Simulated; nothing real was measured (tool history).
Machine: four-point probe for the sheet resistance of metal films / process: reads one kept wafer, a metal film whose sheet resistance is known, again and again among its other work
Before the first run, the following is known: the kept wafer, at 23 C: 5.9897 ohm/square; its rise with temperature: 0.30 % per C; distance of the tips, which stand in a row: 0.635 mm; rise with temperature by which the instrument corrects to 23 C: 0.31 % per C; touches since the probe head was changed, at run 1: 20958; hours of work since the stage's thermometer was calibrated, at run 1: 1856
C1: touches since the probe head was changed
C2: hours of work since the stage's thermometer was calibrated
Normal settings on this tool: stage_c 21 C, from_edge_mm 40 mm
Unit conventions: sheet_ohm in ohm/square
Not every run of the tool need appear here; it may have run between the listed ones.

Run 1, day 0: usual settings; C1 20958; C2 1856. Result: sheet_ohm 5.990522 ohm/square.
Run 2, day 0.946: usual settings; C1 21621; C2 1872. Result: sheet_ohm 5.991841 ohm/square.
Run 3, day 2.271: usual settings; C1 22555; C2 1894. Result: sheet_ohm 5.990948 ohm/square.
Run 4, day 3.238: usual settings but from_edge_mm 27 mm; C1 23235; C2 1911. Result: sheet_ohm 5.994799 ohm/square.
Run 5, day 4.8: usual settings but from_edge_mm 27 mm; C1 24333; C2 1937. Result: sheet_ohm 5.993996 ohm/square.
Run 6, day 6.35: usual settings but from_edge_mm 52 mm; C1 25421; C2 1962. Result: sheet_ohm 5.990906 ohm/square.
Run 7, day 8.092: usual settings but from_edge_mm 52 mm; C1 26646; C2 1992. Result: sheet_ohm 5.990803 ohm/square.
Run 8, day 9.179: usual settings but stage_c 22 C; C1 27409; C2 2010. Result: sheet_ohm 5.990666 ohm/square.
Run 9, day 10.842: usual settings but stage_c 22 C; C1 28580; C2 2038. Result: sheet_ohm 5.990968 ohm/square.
Run 10, day 12.4: usual settings but from_edge_mm 6 mm; C1 29674; C2 2064. Result: sheet_ohm 6.026622 ohm/square.
Run 11, day 14.092: usual settings but from_edge_mm 6 mm; C1 30863; C2 2092. Result: sheet_ohm 6.027223 ohm/square.
Run 12, day 15.183: usual settings but from_edge_mm 6 mm; C1 31630; C2 2110. Result: sheet_ohm 6.026793 ohm/square.
Run 13, day 16.096: usual settings; C1 32272; C2 2125. Result: sheet_ohm 5.992243 ohm/square.
At day 16.25: stage's thermometer calibrated.
Run 14, day 16.933: usual settings but stage_c 35 C; C1 32846; C2 11. Result: sheet_ohm 5.981336 ohm/square.
Run 15, day 18.583: usual settings but from_edge_mm 56 mm; C1 34005; C2 39. Result: sheet_ohm 5.991243 ohm/square.
Run 16, day 20.512: usual settings but from_edge_mm 56 mm; C1 35363; C2 71. Result: sheet_ohm 5.991257 ohm/square.
Run 17, day 21.721: usual settings but stage_c 30 C, from_edge_mm 39 mm; C1 36212; C2 91. Result: sheet_ohm 5.986257 ohm/square.
Run 18, day 23.204: usual settings but stage_c 34 C, from_edge_mm 19 mm; C1 37254; C2 116. Result: sheet_ohm 5.984614 ohm/square.
Run 19, day 24.242: usual settings but stage_c 34 C, from_edge_mm 19 mm; C1 37984; C2 133. Result: sheet_ohm 5.98605 ohm/square.
Run 20, day 25.7: usual settings but stage_c 35 C, from_edge_mm 5 mm; C1 39010; C2 158. Result: sheet_ohm 6.031937 ohm/square.
Run 21, day 27.129: usual settings but stage_c 35 C, from_edge_mm 5 mm; C1 40013; C2 182. Result: sheet_ohm 6.032353 ohm/square.
Run 22, day 28.496: usual settings but stage_c 22 C, from_edge_mm 5 mm; C1 40974; C2 205. Result: sheet_ohm 6.042536 ohm/square.
Run 23, day 29.9: usual settings but stage_c 20 C, from_edge_mm 11 mm; C1 41961; C2 228. Result: sheet_ohm 6.002391 ohm/square.
Run 24, day 31.35: usual settings but stage_c 26 C, from_edge_mm 32 mm; C1 42981; C2 252. Result: sheet_ohm 5.990464 ohm/square.
Run 25, day 32.738: usual settings but stage_c 20 C, from_edge_mm 10 mm; C1 43956; C2 275. Result: sheet_ohm 6.004409 ohm/square.
Run 26, day 34.638: usual settings but stage_c 20 C, from_edge_mm 10 mm; C1 45293; C2 307. Result: sheet_ohm 6.005031 ohm/square.
Run 27, day 36.379: usual settings but stage_c 19 C, from_edge_mm 17 mm; C1 46515; C2 336. Result: sheet_ohm 5.995532 ohm/square.
Run 28, day 37.725: usual settings but stage_c 19 C, from_edge_mm 17 mm; C1 47460; C2 359. Result: sheet_ohm 5.996292 ohm/square.
Run 29, day 39.571: usual settings but stage_c 22 C; C1 48759; C2 389. Result: sheet_ohm 5.991597 ohm/square.
Run 30, day 41.35: usual settings but stage_c 29 C, from_edge_mm 59 mm; C1 50010; C2 419. Result: sheet_ohm 5.986242 ohm/square.
Run 31, day 42.692: usual settings but stage_c 33 C, from_edge_mm 8 mm; C1 50952; C2 442. Result: sheet_ohm 6.001931 ohm/square.

Hidden state at the last listed run before each entry between runs and at the first one after, where it differs:
From run 13 to run 14: stage's thermometer calibrated (day 16.25)
  the hidden state is the same at both runs

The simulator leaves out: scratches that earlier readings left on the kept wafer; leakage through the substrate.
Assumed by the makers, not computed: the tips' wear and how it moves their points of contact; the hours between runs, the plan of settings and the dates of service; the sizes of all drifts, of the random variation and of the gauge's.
